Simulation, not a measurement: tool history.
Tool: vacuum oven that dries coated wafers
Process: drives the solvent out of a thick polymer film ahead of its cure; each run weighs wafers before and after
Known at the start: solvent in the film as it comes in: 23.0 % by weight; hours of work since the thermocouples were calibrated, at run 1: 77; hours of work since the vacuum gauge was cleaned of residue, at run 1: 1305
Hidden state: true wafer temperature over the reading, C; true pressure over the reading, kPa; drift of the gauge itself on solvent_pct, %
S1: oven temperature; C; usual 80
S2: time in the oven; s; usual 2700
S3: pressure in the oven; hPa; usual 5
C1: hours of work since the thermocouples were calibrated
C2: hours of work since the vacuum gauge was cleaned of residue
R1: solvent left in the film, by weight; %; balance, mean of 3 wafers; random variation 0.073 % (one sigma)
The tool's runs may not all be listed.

run 1 hour=0 | S1=80 S2=2700 S3=5 | C1=77 C2=1305 | R1=5.54
run 2 hour=45.2 | S1=80 S2=2700 S3=5 | C1=104 C2=1332 | R1=5.67
run 3 hour=136.7 | S1=80 S2=2700 S3=5 | C1=158 C2=1386 | R1=5.46
run 4 hour=219.1 | S1=80 S2=2700 S3=5 | C1=206 C2=1434 | R1=5.27
run 5 hour=274.5 | S1=80 S2=2700 S3=2.84 | C1=239 C2=1467 | R1=5.41
run 6 hour=324.7 | S1=80 S2=2700 S3=2.84 | C1=269 C2=1496 | R1=5.36
run 7 hour=390.2 | S1=80 S2=2700 S3=2.84 | C1=307 C2=1535 | R1=5.35
run 8 hour=433 | S1=80 S2=2700 S3=2.84 | C1=332 C2=1560 | R1=5.33
run 9 hour=511.6 | S1=80 S2=2700 S3=11.4 | C1=379 C2=1606 | R1=5.52
run 10 hour=564.6 | S1=80 S2=2700 S3=11.4 | C1=410 C2=1638 | R1=5.62
run 11 hour=653.5 | S1=80 S2=2700 S3=11.4 | C1=462 C2=1690 | R1=5.45
run 12 hour=713.5 | S1=80 S2=2700 S3=11.4 | C1=498 C2=1725 | R1=5.4
-- hour=722.3 vacuum gauge cleaned of residue and calibrated
run 13 hour=773.6 | S1=80 S2=2700 S3=11.4 | C1=532 C2=30 | R1=5.35
run 14 hour=832.7 | S1=80 S2=2700 S3=11.4 | C1=567 C2=65 | R1=5.41
run 15 hour=904.7 | S1=80 S2=2220 S3=11.4 | C1=609 C2=107 | R1=6.55
run 16 hour=970.6 | S1=80 S2=2700 S3=5 | C1=648 C2=146 | R1=5.1
-- hour=1002.6 vacuum gauge cleaned of residue and calibrated, once more
run 17 hour=1067.4 | S1=80 S2=2700 S3=5 | C1=704 C2=38 | R1=4.92
run 18 hour=1147.1 | S1=82 S2=2760 S3=5.97 | C1=751 C2=85 | R1=4.01
run 19 hour=1192.4 | S1=94 S2=2700 S3=18.08 | C1=778 C2=112 | R1=1.36
run 20 hour=1247.3 | S1=94 S2=2700 S3=18.08 | C1=811 C2=144 | R1=1.2
run 21 hour=1335.9 | S1=72 S2=1920 S3=2.6 | C1=863 C2=196 | R1=10.15
run 22 hour=1389.7 | S1=72 S2=1920 S3=2.6 | C1=894 C2=228 | R1=10.26
run 23 hour=1478.8 | S1=72 S2=1920 S3=2.6 | C1=947 C2=281 | R1=10.14
run 24 hour=1520.5 | S1=90 S2=2340 S3=5 | C1=971 C2=305 | R1=2.2
run 25 hour=1577.6 | S1=80 S2=2700 S3=6.51 | C1=1005 C2=339 | R1=4.79
run 26 hour=1626.2 | S1=80 S2=2700 S3=6.51 | C1=1034 C2=367 | R1=4.7
-- hour=1651.6 oven's thermocouples calibrated
run 27 hour=1686.9 | S1=74 S2=2520 S3=5.8 | C1=21 C2=402 | R1=8.1
run 28 hour=1746.4 | S1=74 S2=3480 S3=3.89 | C1=56 C2=437 | R1=5.81
run 29 hour=1843.1 | S1=80 S2=3480 S3=10.18 | C1=113 C2=494 | R1=3.66
run 30 hour=1899.6 | S1=80 S2=2760 S3=4.1 | C1=146 C2=527 | R1=4.84
run 31 hour=1993.6 | S1=80 S2=2760 S3=6.05 | C1=201 C2=583 | R1=4.87
run 32 hour=2070 | S1=80 S2=2760 S3=6.05 | C1=247 C2=628 | R1=4.82
run 33 hour=2113.3 | S1=93 S2=2760 S3=3.58 | C1=272 C2=653 | R1=1.14
run 34 hour=2186.7 | S1=93 S2=2760 S3=3.58 | C1=315 C2=697 | R1=1.09

Some steps in R1 between neighbouring runs. How much of each would the tool show without its hidden state too (settings, what came in, random variation), and how much is left for the hidden state, with any gauge scatter that isn't in both results?
Run 20 -> 21: S1 94 -> 72, S2 2700 -> 1920, S3 18.08 -> 2.6. R1 +8.95 %: hidden state -0.29, all else +9.24.
Run 23 -> 24: S1 72 -> 90, S2 1920 -> 2340, S3 2.6 -> 5. R1 -7.94 %: hidden state +0.13, all else -8.07.
Run 26 -> 27: S1 80 -> 74, S2 2700 -> 2520, S3 6.51 -> 5.8, oven's thermocouples calibrated. R1 +3.4 %: hidden state +0.36, all else +3.04.
Run 32 -> 33: S1 80 -> 93, S3 6.05 -> 3.58. R1 -3.68 %: hidden state +0.22, all else -3.9.
